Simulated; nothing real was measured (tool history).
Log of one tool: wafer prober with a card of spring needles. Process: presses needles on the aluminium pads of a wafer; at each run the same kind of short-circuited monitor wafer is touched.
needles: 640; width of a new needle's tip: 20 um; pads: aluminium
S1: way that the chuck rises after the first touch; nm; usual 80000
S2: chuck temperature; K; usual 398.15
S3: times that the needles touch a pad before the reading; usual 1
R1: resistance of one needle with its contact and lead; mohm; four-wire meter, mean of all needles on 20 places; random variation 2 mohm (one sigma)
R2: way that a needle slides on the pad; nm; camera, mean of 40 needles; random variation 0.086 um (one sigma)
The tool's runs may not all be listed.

{"run": 1, "day": 0.0, "S1": 80000, "S2": 398.15, "S3": 1, "R1": 265, "R2": 13600}
{"day": 0.083, "done": "tips cleaned on abrasive film"}
{"day": 0.408, "done": "tips cleaned on abrasive film"}
{"day": 0.812, "done": "tips cleaned on abrasive film"}
{"day": 1.138, "done": "tips cleaned on abrasive film"}
{"day": 1.462, "done": "tips cleaned on abrasive film"}
{"day": 1.788, "done": "tips cleaned on abrasive film"}
{"day": 2.112, "done": "tips cleaned on abrasive film"}
{"day": 2.438, "done": "tips cleaned on abrasive film"}
{"day": 2.846, "done": "tips cleaned on abrasive film"}
{"run": 2, "day": 2.908, "S1": 80000, "S2": 398.15, "S3": 1, "R1": 229, "R2": 13250}
{"day": 3.233, "done": "tips cleaned on abrasive film"}
{"day": 3.488, "done": "height of the first contact set anew"}
{"day": 3.571, "done": "tips cleaned on abrasive film"}
{"day": 3.896, "done": "tips cleaned on abrasive film"}
{"day": 4.221, "done": "tips cleaned on abrasive film"}
{"day": 4.546, "done": "tips cleaned on abrasive film"}
{"day": 4.871, "done": "tips cleaned on abrasive film"}
{"day": 5.196, "done": "tips cleaned on abrasive film"}
{"day": 5.521, "done": "tips cleaned on abrasive film"}
{"run": 3, "day": 5.562, "S1": 80000, "S2": 398.15, "S3": 1, "R1": 226, "R2": 13720}
{"day": 5.888, "done": "tips cleaned on abrasive film"}
{"day": 6.212, "done": "tips cleaned on abrasive film"}
{"day": 6.538, "done": "tips cleaned on abrasive film"}
{"day": 6.862, "done": "tips cleaned on abrasive film"}
{"day": 7.188, "done": "tips cleaned on abrasive film"}
{"day": 7.512, "done": "tips cleaned on abrasive film"}
{"run": 4, "day": 7.779, "S1": 80000, "S2": 398.15, "S3": 1, "R1": 252, "R2": 13700}
{"day": 7.862, "done": "tips cleaned on abrasive film"}
{"day": 8.271, "done": "tips cleaned on abrasive film"}
{"day": 8.675, "done": "tips cleaned on abrasive film"}
{"day": 9.079, "done": "tips cleaned on abrasive film"}
{"day": 9.483, "done": "tips cleaned on abrasive film"}
{"day": 9.808, "done": "tips cleaned on abrasive film"}
{"day": 10.133, "done": "tips cleaned on abrasive film"}
{"day": 10.458, "done": "tips cleaned on abrasive film"}
{"day": 10.783, "done": "tips cleaned on abrasive film"}
{"run": 5, "day": 10.804, "S1": 73000, "S2": 398.15, "S3": 1, "R1": 229, "R2": 12300}
{"day": 11.129, "done": "tips cleaned on abrasive film"}
{"day": 11.454, "done": "tips cleaned on abrasive film"}
{"day": 11.779, "done": "tips cleaned on abrasive film"}
{"day": 12.104, "done": "tips cleaned on abrasive film"}
{"day": 12.429, "done": "tips cleaned on abrasive film"}
{"run": 6, "day": 12.488, "S1": 80000, "S2": 398.15, "S3": 2, "R1": 222, "R2": 13370}
{"day": 12.65, "done": "tips cleaned on abrasive film, once more"}
{"day": 12.975, "done": "tips cleaned on abrasive film"}
{"day": 13.3, "done": "tips cleaned on abrasive film"}
{"day": 13.704, "done": "tips cleaned on abrasive film"}
{"day": 14.029, "done": "tips cleaned on abrasive film"}
{"day": 14.362, "done": "height of the first contact set anew"}
{"day": 14.45, "done": "tips cleaned on abrasive film"}
{"day": 14.775, "done": "tips cleaned on abrasive film"}
{"day": 15.1, "done": "tips cleaned on abrasive film"}
{"run": 7, "day": 15.371, "S1": 80000, "S2": 398.15, "S3": 2, "R1": 242, "R2": 13960}
{"day": 15.454, "done": "tips cleaned on abrasive film"}
{"day": 15.779, "done": "tips cleaned on abrasive film"}
{"day": 16.104, "done": "tips cleaned on abrasive film"}
{"day": 16.429, "done": "tips cleaned on abrasive film"}
{"day": 16.754, "done": "tips cleaned on abrasive film"}
{"day": 17.079, "done": "tips cleaned on abrasive film"}
{"day": 17.483, "done": "tips cleaned on abrasive film"}
{"day": 17.892, "done": "tips cleaned on abrasive film"}
{"run": 8, "day": 18.162, "S1": 80000, "S2": 398.15, "S3": 1, "R1": 255, "R2": 13720}
{"day": 18.246, "done": "tips cleaned on abrasive film"}
{"day": 18.571, "done": "tips cleaned on abrasive film"}
{"day": 18.896, "done": "tips cleaned on abrasive film"}
{"day": 19.221, "done": "tips cleaned on abrasive film"}
{"day": 19.546, "done": "tips cleaned on abrasive film"}
{"day": 19.871, "done": "tips cleaned on abrasive film"}
{"run": 9, "day": 19.983, "S1": 80000, "S2": 339.15, "S3": 1, "R1": 227, "R2": 13510}
{"day": 20.229, "done": "tips cleaned on abrasive film"}
{"day": 20.633, "done": "tips cleaned on abrasive film"}
{"day": 20.958, "done": "tips cleaned on abrasive film"}
{"day": 21.283, "done": "tips cleaned on abrasive film"}
{"day": 21.667, "done": "tips cleaned on abrasive film"}
{"run": 10, "day": 21.667, "S1": 80000, "S2": 398.15, "S3": 1, "R1": 221, "R2": 13510}
{"day": 22.071, "done": "tips cleaned on abrasive film"}
{"day": 22.396, "done": "tips cleaned on abrasive film"}
{"day": 22.8, "done": "tips cleaned on abrasive film"}
{"day": 23.204, "done": "tips cleaned on abrasive film"}
{"day": 23.529, "done": "tips cleaned on abrasive film"}
{"day": 23.854, "done": "tips cleaned on abrasive film"}
{"run": 11, "day": 23.971, "S1": 80000, "S2": 398.15, "S3": 1, "R1": 237, "R2": 13480}
{"day": 24.212, "done": "tips cleaned on abrasive film"}
{"day": 24.621, "done": "tips cleaned on abrasive film"}
{"day": 24.946, "done": "tips cleaned on abrasive film"}
{"day": 25.271, "done": "tips cleaned on abrasive film"}
{"day": 25.283, "done": "height of the first contact set anew"}
{"day": 25.608, "done": "tips cleaned on abrasive film"}
{"day": 25.933, "done": "tips cleaned on abrasive film"}
{"day": 26.254, "done": "tips cleaned on abrasive film"}
{"run": 12, "day": 26.342, "S1": 68000, "S2": 303.15, "S3": 2, "R1": 219, "R2": 11870}
{"day": 26.588, "done": "tips cleaned on abrasive film"}
{"day": 26.912, "done": "tips cleaned on abrasive film"}
{"day": 27.238, "done": "tips cleaned on abrasive film"}
{"day": 27.562, "done": "tips cleaned on abrasive film"}
{"day": 27.888, "done": "tips cleaned on abrasive film"}
{"run": 13, "day": 28.158, "S1": 68000, "S2": 352.15, "S3": 1, "R1": 273, "R2": 11720}
{"day": 28.242, "done": "tips cleaned on abrasive film"}
{"day": 28.567, "done": "tips cleaned on abrasive film"}
{"day": 28.892, "done": "tips cleaned on abrasive film"}
{"day": 29.217, "done": "tips cleaned on abrasive film"}
{"day": 29.542, "done": "tips cleaned on abrasive film"}
{"day": 29.867, "done": "tips cleaned on abrasive film"}
{"day": 30.192, "done": "tips cleaned on abrasive film"}
{"run": 14, "day": 30.312, "S1": 68000, "S2": 352.15, "S3": 1, "R1": 247, "R2": 11490}
{"day": 30.558, "done": "tips cleaned on abrasive film"}
{"day": 30.883, "done": "tips cleaned on abrasive film"}
{"day": 31.208, "done": "tips cleaned on abrasive film"}
{"day": 31.533, "done": "tips cleaned on abrasive film"}
{"day": 31.858, "done": "tips cleaned on abrasive film"}
{"day": 32.183, "done": "tips cleaned on abrasive film"}
{"run": 15, "day": 32.35, "S1": 61000, "S2": 318.15, "S3": 1, "R1": 271, "R2": 10070}
{"day": 32.517, "done": "tips cleaned on abrasive film"}
{"day": 32.842, "done": "tips cleaned on abrasive film"}
{"day": 33.167, "done": "tips cleaned on abrasive film"}
{"day": 33.571, "done": "tips cleaned on abrasive film"}
{"run": 16, "day": 33.854, "S1": 61000, "S2": 318.15, "S3": 1, "R1": 296, "R2": 10190}
{"day": 33.938, "done": "tips cleaned on abrasive film"}
{"day": 34.262, "done": "tips cleaned on abrasive film"}
{"day": 34.588, "done": "tips cleaned on abrasive film"}
{"day": 34.912, "done": "tips cleaned on abrasive film"}
{"day": 35.317, "done": "tips cleaned on abrasive film"}
{"run": 17, "day": 35.596, "S1": 61000, "S2": 318.15, "S3": 1, "R1": 293, "R2": 9930}
{"day": 35.683, "done": "tips cleaned on abrasive film"}
{"day": 36.008, "done": "tips cleaned on abrasive film"}
{"day": 36.179, "done": "height of the first contact set anew"}
{"day": 36.346, "done": "tips cleaned on abrasive film"}
{"day": 36.671, "done": "tips cleaned on abrasive film"}
{"day": 36.992, "done": "tips cleaned on abrasive film"}
{"day": 37.317, "done": "tips cleaned on abrasive film"}
{"day": 37.642, "done": "tips cleaned on abrasive film"}
{"run": 18, "day": 37.692, "S1": 66000, "S2": 393.15, "S3": 2, "R1": 233, "R2": 11460}
{"day": 38.017, "done": "tips cleaned on abrasive film"}
{"day": 38.342, "done": "tips cleaned on abrasive film"}
{"day": 38.667, "done": "tips cleaned on abrasive film"}
{"day": 39.071, "done": "tips cleaned on abrasive film"}
{"day": 39.396, "done": "tips cleaned on abrasive film"}
{"day": 39.721, "done": "tips cleaned on abrasive film"}
{"run": 19, "day": 39.938, "S1": 62000, "S2": 370.15, "S3": 1, "R1": 285, "R2": 10680}
{"day": 40.104, "done": "tips cleaned on abrasive film"}
{"day": 40.429, "done": "tips cleaned on abrasive film"}
{"day": 40.754, "done": "tips cleaned on abrasive film"}
{"day": 41.075, "done": "tips cleaned on abrasive film"}
{"day": 41.4, "done": "tips cleaned on abrasive film"}
{"run": 20, "day": 41.612, "S1": 83000, "S2": 398.15, "S3": 1, "R1": 260, "R2": 14150}
{"day": 41.775, "done": "tips cleaned on abrasive film"}
{"day": 42.1, "done": "tips cleaned on abrasive film"}
{"day": 42.425, "done": "tips cleaned on abrasive film"}
{"day": 42.75, "done": "tips cleaned on abrasive film"}
{"day": 43.075, "done": "tips cleaned on abrasive film"}
{"day": 43.4, "done": "tips cleaned on abrasive film"}
{"run": 21, "day": 43.471, "S1": 76000, "S2": 371.15, "S3": 1, "R1": 239, "R2": 12660}
{"day": 43.796, "done": "tips cleaned on abrasive film"}
{"day": 44.121, "done": "tips cleaned on abrasive film"}
{"day": 44.446, "done": "tips cleaned on abrasive film"}
{"day": 44.771, "done": "tips cleaned on abrasive film"}
{"day": 45.096, "done": "tips cleaned on abrasive film"}
{"day": 45.504, "done": "tips cleaned on abrasive film"}
{"day": 45.825, "done": "tips cleaned on abrasive film"}
{"day": 46.233, "done": "tips cleaned on abrasive film"}
{"day": 46.629, "done": "tips cleaned on abrasive film"}
{"run": 22, "day": 46.629, "S1": 76000, "S2": 371.15, "S3": 1, "R1": 220, "R2": 12670}

3 ways to go on from here, each from the tool as it stands after run 22. What would each give?
{"day": 46.954, "done": "tips cleaned on abrasive film"}
{"day": 47.125, "done": "height of the first contact set anew"}
{"day": 47.371, "done": "tips cleaned on abrasive film"}
{"day": 47.775, "done": "tips cleaned on abrasive film"}
{"day": 48.117, "done": "tips cleaned on abrasive film"}
{"run": "A", "day": 48.117, "S1": 80000, "S2": 398.15, "S3": 1, "R1": "?", "R2": "?"}
{"day": 46.954, "done": "tips cleaned on abrasive film"}
{"day": 47.125, "done": "height of the first contact set anew"}
{"day": 47.371, "done": "tips cleaned on abrasive film"}
{"day": 47.775, "done": "tips cleaned on abrasive film"}
{"day": 48.117, "done": "tips cleaned on abrasive film"}
{"run": "B", "day": 48.117, "S1": 73000, "S2": 398.15, "S3": 2, "R1": "?", "R2": "?"}
{"day": 46.954, "done": "tips cleaned on abrasive film"}
{"day": 47.125, "done": "height of the first contact set anew"}
{"day": 47.371, "done": "tips cleaned on abrasive film"}
{"day": 47.775, "done": "tips cleaned on abrasive film"}
{"day": 48.117, "done": "tips cleaned on abrasive film"}
{"run": "C", "day": 48.117, "S1": 63000, "S2": 303.15, "S3": 1, "R1": "?", "R2": "?"}

run=A R1=222 R2=13770
run=B R1=228 R2=12630
run=C R1=210 R2=10810
Without the tool's hidden state the same runs would have given:
run=A R1=215 R2=13810
run=B R1=222 R2=12670
run=C R1=199 R2=10850
